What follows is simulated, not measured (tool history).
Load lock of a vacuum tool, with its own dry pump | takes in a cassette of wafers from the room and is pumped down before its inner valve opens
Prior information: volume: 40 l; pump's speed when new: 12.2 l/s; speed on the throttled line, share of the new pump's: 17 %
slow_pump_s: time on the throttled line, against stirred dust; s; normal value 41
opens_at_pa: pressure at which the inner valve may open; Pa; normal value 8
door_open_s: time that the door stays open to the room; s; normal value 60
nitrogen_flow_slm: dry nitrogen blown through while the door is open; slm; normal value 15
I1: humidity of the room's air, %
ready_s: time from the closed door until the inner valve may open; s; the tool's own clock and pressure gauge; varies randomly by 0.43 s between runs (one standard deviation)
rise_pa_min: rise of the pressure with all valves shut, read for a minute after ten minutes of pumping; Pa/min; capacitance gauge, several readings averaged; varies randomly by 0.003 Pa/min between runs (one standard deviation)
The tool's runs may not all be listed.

Run 1, hour 0.0: usual settings; I1 44.9. Result: ready_s 66.5 s, rise_pa_min 0.086 Pa/min.
Run 2, hour 143.7: usual settings; I1 44.9. Result: ready_s 65.9 s, rise_pa_min 0.088 Pa/min.
Run 3, hour 223.4: usual settings; I1 47.3. Result: ready_s 66.3 s, rise_pa_min 0.092 Pa/min.
Run 4, hour 336.2: usual settings; I1 45.0. Result: ready_s 67.3 s, rise_pa_min 0.091 Pa/min.
Run 5, hour 408.9: usual settings; I1 47.4. Result: ready_s 66.7 s, rise_pa_min 0.087 Pa/min.
Run 6, hour 517.5: usual settings; I1 46.7. Result: ready_s 67.0 s, rise_pa_min 0.097 Pa/min.
Run 7, hour 645.1: usual settings but nitrogen_flow_slm 20 slm; I1 43.7. Result: ready_s 66.0 s, rise_pa_min 0.084 Pa/min.
Run 8, hour 729.1: usual settings; I1 45.7. Result: ready_s 67.0 s, rise_pa_min 0.096 Pa/min.
Run 9, hour 787.1: usual settings; I1 46.8. Result: ready_s 67.0 s, rise_pa_min 0.098 Pa/min.
Run 10, hour 926.1: usual settings but nitrogen_flow_slm 6 slm; I1 43.9. Result: ready_s 66.1 s, rise_pa_min 0.105 Pa/min.
Run 11, hour 1058.9: usual settings; I1 44.4. Result: ready_s 67.1 s, rise_pa_min 0.101 Pa/min.
Run 12, hour 1117.1: usual settings; I1 44.9. Result: ready_s 67.0 s, rise_pa_min 0.099 Pa/min.
Run 13, hour 1234.7: usual settings; I1 43.4. Result: ready_s 66.2 s, rise_pa_min 0.104 Pa/min.
Run 14, hour 1349.2: usual settings; I1 46.5. Result: ready_s 68.1 s, rise_pa_min 0.108 Pa/min.
Run 15, hour 1414.7: usual settings; I1 45.8. Result: ready_s 67.4 s, rise_pa_min 0.106 Pa/min.
Run 16, hour 1511.7: usual settings; I1 45.9. Result: ready_s 66.9 s, rise_pa_min 0.103 Pa/min.
Run 17, hour 1570.5: usual settings but opens_at_pa 11 Pa; I1 41.7. Result: ready_s 66.1 s, rise_pa_min 0.108 Pa/min.
Run 18, hour 1695.3: usual settings but nitrogen_flow_slm 13 slm; I1 41.8. Result: ready_s 67.9 s, rise_pa_min 0.109 Pa/min.
Run 19, hour 1799.4: usual settings but nitrogen_flow_slm 13 slm; I1 47.4. Result: ready_s 67.5 s, rise_pa_min 0.115 Pa/min.

The next listed run, before its measurement:
Run 20, hour 1861.2: usual settings but slow_pump_s 25 s, door_open_s 171 s, nitrogen_flow_slm 43 slm; I1 45.1. Result: ready_s ?, rise_pa_min ?.

{"run 20": {"ready_s": 53.9, "rise_pa_min": 0.114}}
Take away the tool's hidden state, keep the run-to-run variation as it was, and the same run would have given ready_s 51.4 s, rise_pa_min 0.038 Pa/min.
